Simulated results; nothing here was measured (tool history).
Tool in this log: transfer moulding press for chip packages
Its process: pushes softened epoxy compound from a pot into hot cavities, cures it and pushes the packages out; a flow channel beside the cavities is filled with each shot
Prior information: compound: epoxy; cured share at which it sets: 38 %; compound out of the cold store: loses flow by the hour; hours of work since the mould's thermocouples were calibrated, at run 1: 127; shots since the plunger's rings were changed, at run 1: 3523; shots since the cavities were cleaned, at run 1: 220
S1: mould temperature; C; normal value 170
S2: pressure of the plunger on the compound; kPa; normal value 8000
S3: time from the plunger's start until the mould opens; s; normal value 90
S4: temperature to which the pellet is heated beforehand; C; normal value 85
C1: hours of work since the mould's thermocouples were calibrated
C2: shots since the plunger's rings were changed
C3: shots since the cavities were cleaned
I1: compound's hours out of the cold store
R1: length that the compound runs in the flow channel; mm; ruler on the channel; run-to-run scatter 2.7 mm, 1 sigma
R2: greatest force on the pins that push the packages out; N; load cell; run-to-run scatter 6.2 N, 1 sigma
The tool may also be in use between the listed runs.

Run 1, hour 0.0: usual settings; C1 127; C2 3523; C3 220; I1 31.0. Result: R1 492 mm, R2 320 N.
Run 2, hour 7.6: usual settings; C1 130; C2 3587; C3 284; I1 42.6. Result: R1 458 mm, R2 338 N.
Run 3, hour 15.6: usual settings; C1 134; C2 3654; C3 351; I1 18.1. Result: R1 524 mm, R2 381 N.
Run 4, hour 24.5: usual settings; C1 138; C2 3728; C3 425; I1 24.8. Result: R1 507 mm, R2 370 N.
Run 5, hour 37.7: usual settings but S2 6450 kPa; C1 144; C2 3840; C3 537; I1 21.8. Result: R1 468 mm, R2 403 N.
Run 6, hour 46.2: usual settings but S2 6450 kPa; C1 148; C2 3911; C3 608; I1 17.9. Result: R1 473 mm, R2 402 N.
Run 7, hour 61.5: usual settings but S4 86 C; C1 155; C2 4039; C3 736; I1 43.6. Result: R1 455 mm, R2 374 N.
Run 8, hour 73.4: usual settings; C1 161; C2 4139; C3 836; I1 38.1. Result: R1 474 mm, R2 387 N.
Run 9, hour 80.0: usual settings; C1 164; C2 4194; C3 891; I1 28.9. Result: R1 493 mm, R2 419 N.
Run 10, hour 95.1: usual settings but S1 171 C; C1 171; C2 4321; C3 1018; I1 38.7. Result: R1 465 mm, R2 380 N.
At hour 104.2: cavities cleaned with cleaning compound and waxed.
Run 11, hour 104.8: usual settings but S1 171 C; C1 175; C2 4390; C3 5; I1 15.6. Result: R1 529 mm, R2 247 N.
Run 12, hour 113.2: usual settings but S1 171 C; C1 179; C2 4460; C3 75; I1 39.7. Result: R1 468 mm, R2 264 N.
Run 13, hour 122.0: usual settings but S2 7830 kPa; C1 183; C2 4534; C3 149; I1 12.9. Result: R1 528 mm, R2 340 N.
Run 14, hour 131.3: usual settings; C1 187; C2 4612; C3 227; I1 25.7. Result: R1 501 mm, R2 340 N.
Run 15, hour 140.7: usual settings; C1 191; C2 4691; C3 306; I1 30.8. Result: R1 490 mm, R2 374 N.
Run 16, hour 151.2: usual settings; C1 196; C2 4779; C3 394; I1 31.5. Result: R1 488 mm, R2 351 N.
Run 17, hour 161.0: usual settings but S4 82 C; C1 201; C2 4861; C3 476; I1 44.8. Result: R1 455 mm, R2 366 N.
Run 18, hour 167.4: usual settings but S1 176 C, S4 92 C; C1 203; C2 4915; C3 530; I1 27.7. Result: R1 489 mm, R2 294 N.
Run 19, hour 177.5: usual settings but S1 176 C, S4 92 C; C1 208; C2 4999; C3 614; I1 46.1. Result: R1 445 mm, R2 294 N.
Run 20, hour 190.7: usual settings but S2 8360 kPa, S4 83 C; C1 214; C2 5110; C3 725; I1 27.3. Result: R1 508 mm, R2 412 N.
Run 21, hour 201.7: usual settings but S1 171 C, S3 79 s; C1 219; C2 5202; C3 817; I1 34.3. Result: R1 481 mm, R2 485 N.
Run 22, hour 210.5: usual settings but S3 71 s; C1 223; C2 5276; C3 891; I1 23.6. Result: R1 499 mm, R2 716 N.
Run 23, hour 223.8: usual settings but S3 86 s, S4 80 C; C1 229; C2 5388; C3 1003; I1 36.4. Result: R1 472 mm, R2 468 N.
At hour 234.5: cavities cleaned with cleaning compound and waxed.
Run 24, hour 234.5: usual settings but S3 86 s, S4 80 C; C1 234; C2 5465; C3 0; I1 23.4. Result: R1 503 mm, R2 280 N.
Run 25, hour 246.7: usual settings but S3 86 s, S4 80 C; C1 239; C2 5568; C3 103; I1 45.2. Result: R1 448 mm, R2 320 N.
Run 26, hour 256.6: usual settings but S3 86 s, S4 80 C; C1 244; C2 5650; C3 185; I1 47.7. Result: R1 444 mm, R2 356 N.
Run 27, hour 270.2: usual settings but S2 7640 kPa, S3 94 s, S4 76 C; C1 250; C2 5764; C3 299; I1 30.0. Result: R1 481 mm, R2 325 N.
Run 28, hour 277.8: usual settings but S2 6230 kPa, S3 95 s, S4 76 C; C1 254; C2 5828; C3 363; I1 44.3. Result: R1 399 mm, R2 319 N.
Run 29, hour 289.9: usual settings but S2 6230 kPa, S3 95 s, S4 76 C; C1 259; C2 5930; C3 465; I1 23.4. Result: R1 445 mm, R2 330 N.

What if the next run were any one of these 3? Each begins from the tool's condition after run 29:
At hour 298.5: plunger's sealing rings changed.
Run A, hour 302.7: usual settings but S2 6350 kPa, S3 95 s, S4 83 C; C1 264; C2 35; C3 551; I1 10.2. Result: R1 ?, R2 ?.
At hour 298.5: plunger's sealing rings changed.
Run B, hour 302.7: usual settings but S1 166 C, S2 8520 kPa; C1 264; C2 35; C3 551; I1 11.7. Result: R1 ?, R2 ?.
At hour 298.5: plunger's sealing rings changed.
Run C, hour 302.7: usual settings but S1 168 C, S2 7560 kPa, S3 102 s; C1 264; C2 35; C3 551; I1 14.5. Result: R1 ?, R2 ?.

run   R1   R2
  A  495  377
  B  577  538
  C  533  363
Without the tool's hidden state the same runs would have given:
run   R1   R2
  A  497  239
  B  579  341
  C  535  231
